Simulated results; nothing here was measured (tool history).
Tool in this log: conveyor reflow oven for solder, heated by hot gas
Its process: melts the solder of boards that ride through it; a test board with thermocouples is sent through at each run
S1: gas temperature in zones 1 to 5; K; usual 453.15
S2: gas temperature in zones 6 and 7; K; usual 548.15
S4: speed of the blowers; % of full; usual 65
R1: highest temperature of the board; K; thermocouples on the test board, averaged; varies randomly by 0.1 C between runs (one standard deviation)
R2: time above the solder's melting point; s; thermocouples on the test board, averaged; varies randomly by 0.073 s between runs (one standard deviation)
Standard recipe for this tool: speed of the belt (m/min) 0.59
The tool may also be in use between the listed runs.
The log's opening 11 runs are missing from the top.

At hour 131.6: flux residue cleaned out of gas plates and filters, once more.
Run 12, hour 134.7: usual settings but speed of the belt (m/min) 0.508. Result: R1 539.65 K, R2 75 s.
Run 13, hour 144.8: usual settings but speed of the belt (m/min) 0.508. Result: R1 539.65 K, R2 74.9 s.
Run 14, hour 158.5: usual settings but speed of the belt (m/min) 0.508. Result: R1 539.65 K, R2 74.78 s.
Run 15, hour 173.7: usual settings but speed of the belt (m/min) 0.508. Result: R1 539.55 K, R2 74.83 s.
Run 16, hour 188.7: usual settings but speed of the belt (m/min) 0.508. Result: R1 539.45 K, R2 74.85 s.
Run 17, hour 200.2: usual settings but speed of the belt (m/min) 0.517. Result: R1 539.05 K, R2 73.36 s.
Run 18, hour 213.7: usual settings but speed of the belt (m/min) 0.663. Result: R1 532.45 K, R2 53.39 s.
Run 19, hour 221: usual settings but speed of the belt (m/min) 0.58. Result: R1 536.15 K, R2 63.56 s.
Run 20, hour 232.2: usual settings but speed of the belt (m/min) 0.58. Result: R1 536.15 K, R2 63.51 s.
Run 21, hour 242: usual settings but S1 448.15 K, speed of the belt (m/min) 0.58, S4 56 % of full. Result: R1 533.45 K, R2 60.45 s.
Run 22, hour 249.4: usual settings but S2 559.15 K. Result: R1 545.65 K, R2 66.48 s.
Run 23, hour 257.6: usual settings but S1 452.15 K, S2 547.15 K, speed of the belt (m/min) 0.518, S4 50 % of full. Result: R1 534.85 K, R2 70.48 s.
Run 24, hour 266.2: usual settings but S1 452.15 K, S2 547.15 K, speed of the belt (m/min) 0.518, S4 50 % of full. Result: R1 535.05 K, R2 70.39 s.
Run 25, hour 274.1: usual settings but S1 452.15 K, S2 547.15 K, speed of the belt (m/min) 0.518, S4 57 % of full. Result: R1 536.35 K, R2 71.32 s.
Run 26, hour 284.5: usual settings but S1 452.15 K, S2 547.15 K, speed of the belt (m/min) 0.518, S4 57 % of full. Result: R1 536.35 K, R2 71.28 s.
Run 27, hour 301.9: usual settings but S2 537.15 K, speed of the belt (m/min) 0.668, S4 81 % of full. Result: R1 524.45 K, R2 49.66 s.
Run 28, hour 310.9: usual settings but S2 558.15 K, S4 55 % of full. Result: R1 542.45 K, R2 65 s.
Run 29, hour 326.8: usual settings but S2 549.15 K. Result: R1 536.35 K, R2 62.42 s.
Run 30, hour 336.1: usual settings but S1 439.15 K, S2 549.15 K, S4 68 % of full. Result: R1 534.75 K, R2 57.51 s.

Below are 3 alternative next runs, each starting from the tool's condition after run 30. Predict each:
Run A, hour 348.2: usual settings but S1 455.15 K, speed of the belt (m/min) 0.623. Result: R1 ?, R2 ?.
Run B, hour 348.2: usual settings but S1 461.15 K, S2 549.15 K, speed of the belt (m/min) 0.601, S4 68 % of full. Result: R1 ?, R2 ?.
Run C, hour 348.2: usual settings but S1 439.15 K, S2 539.15 K, speed of the belt (m/min) 0.547, S4 68 % of full. Result: R1 ?, R2 ?.

run      R1     R2
  A  533.85  58.51
  B  537.15  64.56
  C  527.75  58.53
Stripped of hidden state, with their random variation kept, the same runs would have yielded:
run      R1     R2
  A  535.15  58.78
  B  538.35  64.64
  C  529.05  59.14

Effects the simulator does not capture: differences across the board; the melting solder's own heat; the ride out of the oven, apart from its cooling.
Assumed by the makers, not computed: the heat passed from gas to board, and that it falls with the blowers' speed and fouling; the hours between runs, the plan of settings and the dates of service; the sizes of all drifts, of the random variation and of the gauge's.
